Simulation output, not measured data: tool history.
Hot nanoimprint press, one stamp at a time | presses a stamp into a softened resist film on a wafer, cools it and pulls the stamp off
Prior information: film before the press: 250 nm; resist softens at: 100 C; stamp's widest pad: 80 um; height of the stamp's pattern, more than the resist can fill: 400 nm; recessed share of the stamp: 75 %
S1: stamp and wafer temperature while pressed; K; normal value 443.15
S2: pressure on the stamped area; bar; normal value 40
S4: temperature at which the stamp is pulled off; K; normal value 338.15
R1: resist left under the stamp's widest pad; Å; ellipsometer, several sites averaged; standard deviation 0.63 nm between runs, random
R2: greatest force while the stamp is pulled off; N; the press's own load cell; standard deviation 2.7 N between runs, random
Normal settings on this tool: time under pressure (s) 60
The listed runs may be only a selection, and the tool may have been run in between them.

run 1 day=0 | S1=443.15 S2=40 time_under_pressure_(s)=60 S4=338.15 | R1=1169 R2=148
run 2 day=0.696 | S1=432.15 S2=40 time_under_pressure_(s)=60 S4=338.15 | R1=1746 R2=145
run 3 day=0.992 | S1=432.15 S2=40 time_under_pressure_(s)=60 S4=338.15 | R1=1757 R2=147
run 4 day=1.329 | S1=432.15 S2=40 time_under_pressure_(s)=60 S4=338.15 | R1=1744 R2=149
run 5 day=1.754 | S1=443.15 S2=40 time_under_pressure_(s)=60 S4=338.15 | R1=1161 R2=149
run 6 day=2.379 | S1=443.15 S2=40 time_under_pressure_(s)=60 S4=338.15 | R1=1168 R2=152
run 7 day=2.996 | S1=447.15 S2=40 time_under_pressure_(s)=60 S4=338.15 | R1=1003 R2=158
run 8 day=3.483 | S1=443.15 S2=40 time_under_pressure_(s)=60 S4=338.15 | R1=1175 R2=152
run 9 day=3.904 | S1=443.15 S2=40 time_under_pressure_(s)=60 S4=338.15 | R1=1188 R2=163
run 10 day=4.354 | S1=443.15 S2=40 time_under_pressure_(s)=60 S4=338.15 | R1=1177 R2=160
run 11 day=4.846 | S1=443.15 S2=41.2 time_under_pressure_(s)=60 S4=338.15 | R1=1171 R2=162
run 12 day=5.279 | S1=450.15 S2=40 time_under_pressure_(s)=60 S4=338.15 | R1=891 R2=168
run 13 day=5.946 | S1=448.15 S2=40 time_under_pressure_(s)=60 S4=338.15 | R1=971 R2=165
run 14 day=6.554 | S1=452.15 S2=40 time_under_pressure_(s)=60 S4=338.15 | R1=832 R2=173
run 15 day=7.117 | S1=436.15 S2=61.2 time_under_pressure_(s)=85 S4=346.15 | R1=1171 R2=138
run 16 day=7.462 | S1=447.15 S2=37.5 time_under_pressure_(s)=112 S4=337.15 | R1=812 R2=176
run 17 day=8.058 | S1=443.15 S2=42.3 time_under_pressure_(s)=98 S4=333.15 | R1=964 R2=195
run 18 day=8.617 | S1=435.15 S2=40 time_under_pressure_(s)=60 S4=338.15 | R1=1614 R2=185
run 19 day=9.3 | S1=435.15 S2=40 time_under_pressure_(s)=60 S4=338.15 | R1=1621 R2=171
run 20 day=9.883 | S1=435.15 S2=40 time_under_pressure_(s)=61 S4=338.15 | R1=1667 R2=181
run 21 day=10.188 | S1=443.15 S2=24.9 time_under_pressure_(s)=103 S4=332.15 | R1=1240 R2=217
run 22 day=10.558 | S1=443.15 S2=39.1 time_under_pressure_(s)=60 S4=336.15 | R1=1263 R2=197
run 23 day=10.896 | S1=443.15 S2=40 time_under_pressure_(s)=115 S4=323.15 | R1=968 R2=250
run 24 day=11.346 | S1=439.15 S2=40 time_under_pressure_(s)=60 S4=333.15 | R1=1452 R2=210
run 25 day=11.929 | S1=443.15 S2=28.3 time_under_pressure_(s)=54 S4=338.15 | R1=1466 R2=195
run 26 day=12.304 | S1=435.15 S2=40 time_under_pressure_(s)=60 S4=344.15 | R1=1684 R2=161
run 27 day=12.975 | S1=452.15 S2=40 time_under_pressure_(s)=60 S4=326.15 | R1=780 R2=245

Not shown here: 2 entries made in the log between runs. Locate each between two listed runs and compare the hidden state at the listed run before it with the hidden state at the listed run after it:
Between runs 19 and 20: plate thermocouple calibrated (day 9.458)
  true temperature over the reading, C: -1.99 -> -2.88; pressure that arrives at the usual setting, %: 98.65 -> 98.61; grip of the stamp's worn release coat, % over a new coat's: 25.6 -> 26.8
  measured minus no-state result, R1: +117 -> +166 Å; R2: +41 -> +47 N
Between runs 26 and 27: plate thermocouple calibrated, once more (day 12.921)
  true temperature over the reading, C: -3.05 -> -0.15; pressure that arrives at the usual setting, %: 98.36 -> 98.31; grip of the stamp's worn release coat, % over a new coat's: 33 -> 34.4
  measured minus no-state result, R1: +177 -> +11 Å; R2: +50 -> +63 N
